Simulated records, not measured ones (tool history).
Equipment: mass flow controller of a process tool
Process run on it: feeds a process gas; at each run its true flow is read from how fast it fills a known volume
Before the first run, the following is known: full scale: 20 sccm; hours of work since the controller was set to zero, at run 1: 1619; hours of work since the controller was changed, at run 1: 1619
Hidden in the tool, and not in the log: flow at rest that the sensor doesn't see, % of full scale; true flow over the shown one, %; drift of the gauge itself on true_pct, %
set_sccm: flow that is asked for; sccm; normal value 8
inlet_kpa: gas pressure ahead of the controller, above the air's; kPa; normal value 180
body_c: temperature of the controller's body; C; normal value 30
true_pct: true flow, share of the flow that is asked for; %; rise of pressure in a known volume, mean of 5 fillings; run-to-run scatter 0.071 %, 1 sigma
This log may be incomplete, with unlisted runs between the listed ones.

run    hour  set_sccm  inlet_kpa  body_c  hours of work since the controller was set to zero  hours of work since the controller was changed  true_pct
  1       0         8        180      30                                                1619                                            1619     99.68
  2    98.1         8        180      24                                                1660                                            1660     98.94
  3   160.7        18        180      30                                                1687                                            1687    100.43
  4   262.2        18        180      30                                                1729                                            1729    100.49
  5   325.3        18        180      30                                                1756                                            1756    100.61
  6   447.9         5        180      30                                                1808                                            1808     99.34
  7   523.4         8        180      30                                                1839                                            1839     99.59
  8   643.4         8        180      30                                                1890                                            1890     99.62
  9   751.2         8        180      30                                                1935                                            1935     99.68
 10   824.8         8        180      30                                                1966                                            1966     99.65
 11     887         8        180      30                                                1992                                            1992     99.52
 12   973.1         8        180      30                                                2028                                            2028      99.7
 13  1037.2         8        180      30                                                2055                                            2055     99.59
 14    1090         8        180      30                                                2078                                            2078     99.53
 15  1214.8         8        180      30                                                2130                                            2130     99.64
 16  1283.1        18        180      30                                                2159                                            2159    100.45
 17  1370.8        18        180      30                                                2196                                            2196    100.57
 18  1486.8         8        180      30                                                2245                                            2245      99.7
 19  1612.6         8        180      30                                                2297                                            2297     99.63
 20  1726.1         8        180      30                                                2345                                            2345     99.52
 21  1808.4         8        180      31                                                2380                                            2380     99.85
 22  1907.5         8        180      31                                                2422                                            2422     99.77
 23    2021         3        180      30                                                2469                                            2469     99.23
 24  2128.9         3        180      30                                                2515                                            2515     99.22
 25  2255.7         3        180      30                                                2568                                            2568      99.3
 26  2373.6         3        180      30                                                2618                                            2618     99.14
 27  2445.3         3        180      30                                                2648                                            2648     99.12
 28  2542.9         6        186      20                                                2689                                            2689     98.24
 29  2666.7         6        186      20                                                2741                                            2741     98.28
 30  2776.5         6        186      20                                                2787                                            2787     98.33
 31  2843.3         3        202      28                                                2815                                            2815     98.82
 32  2902.6         3        196      30                                                2840                                            2840     99.13
 33  2981.9         9        181      39                                                2873                                            2873    100.74
 34    3109        20        245      30                                                2927                                            2927    100.39
 35  3172.1         4        145      30                                                2954                                            2954     99.39
 36  3237.8         7        208      22                                                2981                                            2981     98.66
 37  3339.4         7        208      22                                                3024                                            3024     98.48
 38  3437.1         4        154      30                                                3065                                            3065     99.37
 39  3548.4         4        154      30                                                3112                                            3112     99.41
 40  3610.5         3        238      30                                                3138                                            3138     98.94
 41  3727.7        11        189      30                                                3187                                            3187     99.76
 42  3781.4         8        154      22                                                3210                                            3210     98.94
 43  3909.3         5        180      30                                                3264                                            3264     99.46
 44  3964.3         6        180      30                                                3287                                            3287     99.41
 45  4091.3        11        180      34                                                3340                                            3340    100.41
 46  4195.8         8        254      26                                                3384                                            3384     98.78
 47  4254.2         8        254      26                                                3409                                            3409     98.78
 48  4332.1         8        254      26                                                3441                                            3441     98.84

4 options for the next run, each taken on its own from the tool as it stands now. Forecast them:
  A  4401         8        268      28                                                3470                                            3470         ?
  B  4401         6        180      35                                                3470                                            3470         ?
  C  4401         8        148      31                                                3470                                            3470         ?
  D  4401         8        225      37                                                3470                                            3470         ?

run  true_pct
  A     99.05
  B    100.16
  C     99.97
  D    100.19
Stripped of hidden state, with their random variation kept, the same runs would have yielded:
run  true_pct
  A     99.06
  B    100.18
  C     99.98
  D     100.2

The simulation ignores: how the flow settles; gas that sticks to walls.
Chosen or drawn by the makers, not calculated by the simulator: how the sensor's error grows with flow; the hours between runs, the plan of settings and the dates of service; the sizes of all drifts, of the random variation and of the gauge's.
